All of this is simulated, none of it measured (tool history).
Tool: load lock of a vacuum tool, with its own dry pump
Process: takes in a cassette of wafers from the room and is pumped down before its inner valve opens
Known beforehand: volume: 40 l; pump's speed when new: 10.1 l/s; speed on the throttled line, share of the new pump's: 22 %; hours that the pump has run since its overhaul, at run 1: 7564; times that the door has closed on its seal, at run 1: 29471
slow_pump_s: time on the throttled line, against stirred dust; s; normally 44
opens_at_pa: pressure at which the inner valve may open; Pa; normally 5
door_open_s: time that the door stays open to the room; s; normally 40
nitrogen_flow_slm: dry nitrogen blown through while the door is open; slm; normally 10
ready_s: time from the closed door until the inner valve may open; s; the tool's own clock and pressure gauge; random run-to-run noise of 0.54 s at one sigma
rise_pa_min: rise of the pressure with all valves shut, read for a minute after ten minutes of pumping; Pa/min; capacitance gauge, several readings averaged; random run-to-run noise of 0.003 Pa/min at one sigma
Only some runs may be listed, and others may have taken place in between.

run	hour	slow_pump_s	opens_at_pa	door_open_s	nitrogen_flow_slm	hours that the pump has run since its overhaul	times that the door has closed on its seal	incoming humidity of the room's air, %	ready_s	rise_pa_min
1	0.0	44	5	40	10	7564	29471	45.0	73.7	0.041
2	146.5	44	4	40	10	7710	29838	45.8	74.5	0.046
3	450.7	44	4	40	10	8014	30599	45.3	74.5	0.048
4	601.5	44	4	40	10	8165	30976	46.3	75.7	0.053
5	833.0	44	4	40	10	8397	31555	44.6	75.1	0.039
6	1044.5	44	6	40	10	8608	32084	43.5	72.1	0.047
7	1335.1	44	5	211	10	8899	32811	46.3	74.4	0.081
8	1536.3	44	5	35	10	9100	33314	42.4	73.6	0.040
9	1728.3	44	5	137	10	9292	33795	43.7	74.3	0.069
10	1893.3	44	5	114	10	9457	34208	45.4	73.3	0.065
# hour 2031.3: dry pump taken out, an overhauled one fitted
11	2158.1	32	5	40	10	127	34855	45.9	65.1	0.045
12	2377.1	44	5	40	10	346	35403	43.2	74.4	0.042
13	2644.6	44	5	40	10	613	36072	45.8	74.4	0.044
14	2783.2	44	5	40	10	752	36419	45.8	73.6	0.048
15	2991.1	44	5	40	10	960	36939	43.8	73.3	0.048
16	3137.7	44	5	40	10	1106	37306	46.0	74.2	0.045
17	3305.4	44	5	40	10	1274	37725	43.4	74.0	0.047
18	3551.4	44	5	40	10	1520	38340	46.3	74.4	0.043
19	3892.4	44	7	40	10	1861	39194	42.1	73.0	0.042
20	4084.0	44	7	53	10	2053	39673	45.2	73.1	0.052
21	4284.9	35	7	40	10	2254	40175	44.8	65.1	0.048
22	4566.1	57	7	171	10	2535	40879	47.8	83.6	0.080
23	4816.9	57	7	171	10	2786	41506	44.6	82.7	0.075
24	4961.8	57	7	171	10	2930	41869	48.2	82.6	0.080
25	5131.5	39	7	171	10	3100	42293	43.8	69.1	0.071
26	5269.8	29	9	237	34	3239	42639	43.1	60.4	0.052
27	5593.5	60	5	81	10	3562	43449	45.6	87.8	0.063
28	5740.0	23	5	28	24	3709	43816	48.5	57.3	0.033
29	5966.5	52	5	236	27	3935	44382	48.6	80.5	0.058
30	6155.4	44	5	40	10	4124	44855	46.6	74.6	0.047
31	6375.4	44	4	99	11	4344	45405	48.2	75.6	0.064
32	6696.7	44	5	40	10	4665	46209	44.9	75.1	0.047
# hour 6750.0: door's seal changed, seat wiped
33	6896.4	44	5	40	10	4864	366	45.8	73.5	0.047
34	7198.3	39	5	183	5	5165	1121	43.7	70.2	0.087
35	7391.3	44	5	32	17	5358	1604	42.5	74.6	0.030
36	7690.4	62	7	40	20	5658	2352	44.2	86.7	0.036
37	7869.4	26	5	40	7	5837	2800	47.1	60.8	0.050
38	8035.3	26	5	40	7	6002	3215	42.9	59.4	0.054

Describe how what the log doesn't record of the tool's condition differs between the last listed run preceding each entry between runs and the first listed run following it.
Between runs 10 and 11: dry pump taken out, an overhauled one fitted (hour 2031.3)
  pump's speed, % of a new pump's: 99.9 -> 100; leak at the door's seal, Pa l/s: 0.0024 -> 0.0025
Between runs 32 and 33: door's seal changed, seat wiped (hour 6750.0)
  leak at the door's seal, Pa l/s: 0.0028 -> 0.002

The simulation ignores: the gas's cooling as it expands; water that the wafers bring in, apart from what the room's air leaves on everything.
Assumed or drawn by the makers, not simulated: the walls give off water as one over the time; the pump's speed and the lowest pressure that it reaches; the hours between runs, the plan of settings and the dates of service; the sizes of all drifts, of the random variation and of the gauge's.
